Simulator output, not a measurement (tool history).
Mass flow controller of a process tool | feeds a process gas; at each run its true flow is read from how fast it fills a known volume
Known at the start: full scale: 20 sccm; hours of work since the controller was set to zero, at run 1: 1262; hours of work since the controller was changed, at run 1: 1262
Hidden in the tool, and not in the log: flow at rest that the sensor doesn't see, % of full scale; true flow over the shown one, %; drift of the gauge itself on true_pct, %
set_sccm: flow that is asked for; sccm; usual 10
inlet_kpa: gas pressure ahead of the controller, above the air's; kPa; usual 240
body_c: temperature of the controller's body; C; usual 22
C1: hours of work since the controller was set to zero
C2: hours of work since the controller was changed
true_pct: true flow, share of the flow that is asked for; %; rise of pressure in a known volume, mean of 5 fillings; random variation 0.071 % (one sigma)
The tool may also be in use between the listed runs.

Run 1, day 0.000: usual settings; C1 1262; C2 1262. Result: true_pct 100.31 %.
Run 2, day 3.450: usual settings; C1 1311; C2 1311. Result: true_pct 100.37 %.
Run 3, day 6.683: usual settings; C1 1357; C2 1357. Result: true_pct 100.34 %.
Run 4, day 9.492: usual settings; C1 1396; C2 1396. Result: true_pct 100.44 %.
Run 5, day 13.029: usual settings; C1 1446; C2 1446. Result: true_pct 100.56 %.
Run 6, day 16.388: usual settings but body_c 24 C; C1 1494; C2 1494. Result: true_pct 100.24 %.
Run 7, day 20.212: usual settings but body_c 24 C; C1 1548; C2 1548. Result: true_pct 100.27 %.
Run 8, day 22.562: usual settings but body_c 24 C; C1 1581; C2 1581. Result: true_pct 100.24 %.
Run 9, day 25.700: usual settings; C1 1626; C2 1626. Result: true_pct 100.74 %.
Run 10, day 29.075: usual settings; C1 1673; C2 1673. Result: true_pct 100.43 %.
Run 11, day 32.004: usual settings; C1 1715; C2 1715. Result: true_pct 100.58 %.
Run 12, day 35.758: usual settings; C1 1768; C2 1768. Result: true_pct 100.56 %.
Run 13, day 38.896: usual settings; C1 1812; C2 1812. Result: true_pct 100.65 %.
Run 14, day 41.788: usual settings; C1 1853; C2 1853. Result: true_pct 100.44 %.
Run 15, day 43.988: usual settings; C1 1884; C2 1884. Result: true_pct 100.65 %.
Run 16, day 46.012: usual settings; C1 1913; C2 1913. Result: true_pct 100.58 %.
Run 17, day 48.817: usual settings but inlet_kpa 248 kPa; C1 1953; C2 1953. Result: true_pct 100.59 %.
Run 18, day 50.446: usual settings but set_sccm 3 sccm; C1 1976; C2 1976. Result: true_pct 99.63 %.
At day 50.629: controller's zero set anew.
Run 19, day 54.312: usual settings; C1 52; C2 2030. Result: true_pct 100.52 %.
Run 20, day 56.171: usual settings; C1 78; C2 2056. Result: true_pct 100.43 %.
Run 21, day 58.596: usual settings but inlet_kpa 219 kPa; C1 113; C2 2091. Result: true_pct 100.47 %.
At day 60.246: controller's zero set anew, once more.
Run 22, day 62.625: usual settings but inlet_kpa 219 kPa; C1 34; C2 2147. Result: true_pct 100.74 %.
Run 23, day 65.083: usual settings but inlet_kpa 219 kPa; C1 68; C2 2182. Result: true_pct 101.07 %.
Run 24, day 67.246: usual settings but inlet_kpa 219 kPa; C1 99; C2 2213. Result: true_pct 100.83 %.
Run 25, day 70.012: usual settings but inlet_kpa 219 kPa; C1 138; C2 2252. Result: true_pct 100.87 %.
Run 26, day 73.692: usual settings but inlet_kpa 234 kPa; C1 190; C2 2304. Result: true_pct 100.95 %.
Run 27, day 77.654: usual settings but body_c 24 C; C1 246; C2 2360. Result: true_pct 100.74 %.
Run 28, day 79.521: usual settings but inlet_kpa 180 kPa, body_c 24 C; C1 273; C2 2386. Result: true_pct 100.70 %.
Run 29, day 82.542: usual settings but set_sccm 9 sccm, inlet_kpa 180 kPa, body_c 28 C; C1 315; C2 2429. Result: true_pct 100.22 %.
Run 30, day 84.900: usual settings but set_sccm 9 sccm, inlet_kpa 180 kPa, body_c 28 C; C1 349; C2 2462. Result: true_pct 100.20 %.
Run 31, day 88.296: usual settings but set_sccm 9 sccm, inlet_kpa 180 kPa, body_c 28 C; C1 397; C2 2511. Result: true_pct 100.27 %.
Run 32, day 91.004: usual settings but set_sccm 9 sccm, inlet_kpa 180 kPa, body_c 28 C; C1 435; C2 2549. Result: true_pct 100.20 %.
Run 33, day 93.512: usual settings but set_sccm 9 sccm, inlet_kpa 180 kPa, body_c 28 C; C1 471; C2 2584. Result: true_pct 100.13 %.
Run 34, day 95.204: usual settings but set_sccm 9 sccm, inlet_kpa 180 kPa, body_c 28 C; C1 495; C2 2608. Result: true_pct 100.25 %.
Run 35, day 97.996: usual settings but set_sccm 2 sccm, inlet_kpa 225 kPa, body_c 26 C; C1 534; C2 2648. Result: true_pct 99.98 %.
Run 36, day 99.925: usual settings but set_sccm 2 sccm, inlet_kpa 220 kPa, body_c 21 C; C1 561; C2 2675. Result: true_pct 100.53 %.
Run 37, day 103.675: usual settings but body_c 25 C; C1 614; C2 2728. Result: true_pct 100.75 %.
Run 38, day 106.258: usual settings but set_sccm 3 sccm, inlet_kpa 177 kPa, body_c 27 C; C1 651; C2 2765. Result: true_pct 100.02 %.
Run 39, day 108.471: usual settings but set_sccm 3 sccm, inlet_kpa 177 kPa; C1 682; C2 2796. Result: true_pct 100.49 %.
Run 40, day 110.462: usual settings but set_sccm 3 sccm, body_c 24 C; C1 710; C2 2824. Result: true_pct 100.36 %.
Run 41, day 112.129: usual settings but set_sccm 5 sccm, inlet_kpa 181 kPa, body_c 25 C; C1 734; C2 2848. Result: true_pct 100.41 %.
Run 42, day 116.079: usual settings but set_sccm 5 sccm, inlet_kpa 181 kPa, body_c 25 C; C1 790; C2 2904. Result: true_pct 100.30 %.
Run 43, day 119.596: usual settings but set_sccm 5 sccm, inlet_kpa 209 kPa, body_c 25 C; C1 840; C2 2953. Result: true_pct 100.57 %.
Run 44, day 121.829: usual settings but set_sccm 9 sccm, body_c 36 C; C1 871; C2 2985. Result: true_pct 99.58 %.
Run 45, day 125.550: usual settings but set_sccm 6 sccm, body_c 37 C; C1 924; C2 3038. Result: true_pct 99.49 %.
Run 46, day 128.438: usual settings but set_sccm 3 sccm, inlet_kpa 158 kPa; C1 965; C2 3078. Result: true_pct 100.37 %.
Run 47, day 131.779: usual settings but set_sccm 3 sccm, inlet_kpa 158 kPa; C1 1012; C2 3126. Result: true_pct 100.44 %.
Run 48, day 134.679: usual settings but set_sccm 3 sccm, inlet_kpa 158 kPa; C1 1053; C2 3167. Result: true_pct 100.54 %.

Forecast each of these 4 alternatives for the next run:
Run A, day 136.662: usual settings but set_sccm 3 sccm, inlet_kpa 163 kPa, body_c 33 C; C1 1081; C2 3195. Result: true_pct ?.
Run B, day 136.662: usual settings but set_sccm 5 sccm, inlet_kpa 279 kPa, body_c 27 C; C1 1081; C2 3195. Result: true_pct ?.
Run C, day 136.662: usual settings but set_sccm 9 sccm, inlet_kpa 152 kPa; C1 1081; C2 3195. Result: true_pct ?.
Run D, day 136.662: usual settings but set_sccm 2 sccm, inlet_kpa 242 kPa, body_c 21 C; C1 1081; C2 3195. Result: true_pct ?.

run  true_pct
  A     99.27
  B    100.51
  C    100.96
  D    100.53
Without the tool's hidden state the same runs would have given:
run  true_pct
  A     98.44
  B     99.49
  C     99.80
  D     99.95
